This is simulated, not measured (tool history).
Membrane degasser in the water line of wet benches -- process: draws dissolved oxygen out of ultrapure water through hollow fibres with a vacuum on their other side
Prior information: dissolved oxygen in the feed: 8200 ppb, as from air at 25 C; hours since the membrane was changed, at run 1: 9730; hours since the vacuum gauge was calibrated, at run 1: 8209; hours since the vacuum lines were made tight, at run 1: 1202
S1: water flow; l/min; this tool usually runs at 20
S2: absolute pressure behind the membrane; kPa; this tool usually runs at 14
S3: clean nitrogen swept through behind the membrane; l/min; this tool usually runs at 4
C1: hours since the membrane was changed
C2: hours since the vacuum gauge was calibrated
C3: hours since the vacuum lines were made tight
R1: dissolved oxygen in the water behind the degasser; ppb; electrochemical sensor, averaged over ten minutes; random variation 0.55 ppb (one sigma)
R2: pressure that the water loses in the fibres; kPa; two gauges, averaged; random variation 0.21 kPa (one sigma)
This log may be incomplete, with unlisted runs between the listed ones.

run    hour  S1    S2     S3     C1    C2    C3     R1     R2
  1       0  20    14      4   9730  8209  1202  139.3  53.77
  2   104.7  20    14    1.9   9835  8313  1307  274.2  54.02
  3   317.6  16    14      4  10048  8526  1520  110.9     43
      408.2  -- vacuum gauge calibrated
  4   549.5  25    14      4  10279   141  1751  181.2  67.45
  5   751.4  25  28.4      4  10481   343  1953  388.1  67.71
  6  1004.5  20    14      4  10734   596  2206  141.9  54.34
  7  1253.6  20    14      4  10983   845  2455  141.4  54.27
       1293  -- vacuum gauge calibrated, once more
  8  1437.1  20    32      4  11166   144  2638    344  54.68
  9  1624.9  19    14      4  11354   332  2826  129.5  52.07
 10  1842.3  31    14   3.85  11571   549  3043  239.9  85.11
 11    2090  13    14  11.84  11819   797  3291   30.8   35.7
 12  2310.4  13    14  11.84  12040  1017  3512   30.3  35.51

A few steps of R1 between consecutive runs. Split each: what settings, incoming material and random variation would produce without the hidden state, and what is left over for the hidden state, along with gauge scatter present in only one of the two compared results (measured, and without hidden state):
Hidden conditions of the tool in this case: membrane still open, %; true pressure behind the membrane over the reading, kPa; air that leaks in behind the membrane, l/min; drift of the gauge itself on oxygen_ppb, %; drift of the gauge itself on loss_of_pressure_kpa, %.
Run 5 -> 6: S1 25 -> 20, S2 28.4 -> 14. R1 -246.2 ppb: hidden state -4.3, all else -241.9.
Run 10 -> 11: S1 31 -> 13, S3 3.85 -> 11.84. R1 -209.1 ppb: hidden state -13.9, all else -195.2.

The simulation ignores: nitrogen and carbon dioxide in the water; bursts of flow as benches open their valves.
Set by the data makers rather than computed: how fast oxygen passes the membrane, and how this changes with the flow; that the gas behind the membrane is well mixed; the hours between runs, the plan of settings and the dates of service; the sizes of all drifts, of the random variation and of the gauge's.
